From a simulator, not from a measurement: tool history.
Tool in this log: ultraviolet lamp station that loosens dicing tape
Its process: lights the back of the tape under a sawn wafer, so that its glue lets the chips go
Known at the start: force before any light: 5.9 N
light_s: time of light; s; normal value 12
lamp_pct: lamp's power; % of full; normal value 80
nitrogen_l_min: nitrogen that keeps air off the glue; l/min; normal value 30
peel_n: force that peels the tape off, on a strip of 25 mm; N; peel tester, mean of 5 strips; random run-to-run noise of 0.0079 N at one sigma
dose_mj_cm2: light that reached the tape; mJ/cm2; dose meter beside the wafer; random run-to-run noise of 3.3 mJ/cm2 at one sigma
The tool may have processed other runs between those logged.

Run 1, hour 0.0: usual settings. Result: peel_n 0.382 N, dose_mj_cm2 485 mJ/cm2.
Run 2, hour 29.5: usual settings. Result: peel_n 0.383 N, dose_mj_cm2 483 mJ/cm2.
Run 3, hour 61.2: usual settings but nitrogen_l_min 26 l/min. Result: peel_n 0.440 N, dose_mj_cm2 485 mJ/cm2.
Run 4, hour 94.8: usual settings. Result: peel_n 0.399 N, dose_mj_cm2 485 mJ/cm2.
Run 5, hour 127.9: usual settings but lamp_pct 68 % of full. Result: peel_n 0.586 N, dose_mj_cm2 404 mJ/cm2.
Run 6, hour 155.6: usual settings but light_s 21 s, lamp_pct 82 % of full, nitrogen_l_min 53 l/min. Result: peel_n 0.078 N, dose_mj_cm2 842 mJ/cm2.
Run 7, hour 172.8: usual settings but light_s 23 s, lamp_pct 74 % of full. Result: peel_n 0.095 N, dose_mj_cm2 836 mJ/cm2.
Run 8, hour 191.0: usual settings but light_s 8 s, lamp_pct 68 % of full, nitrogen_l_min 20 l/min. Result: peel_n 1.540 N, dose_mj_cm2 269 mJ/cm2.

Run 9 is up next; what results do you expect?
Run 9, hour 219.0: usual settings but light_s 9 s, lamp_pct 85 % of full, nitrogen_l_min 24 l/min. Result: peel_n ?, dose_mj_cm2 ?.

Run 9 measured peel_n 0.753 N, dose_mj_cm2 370 mJ/cm2.
Take away the tool's hidden state, keep the run-to-run variation as it was, and the same run would have given peel_n 0.584 N, dose_mj_cm2 419 mJ/cm2.
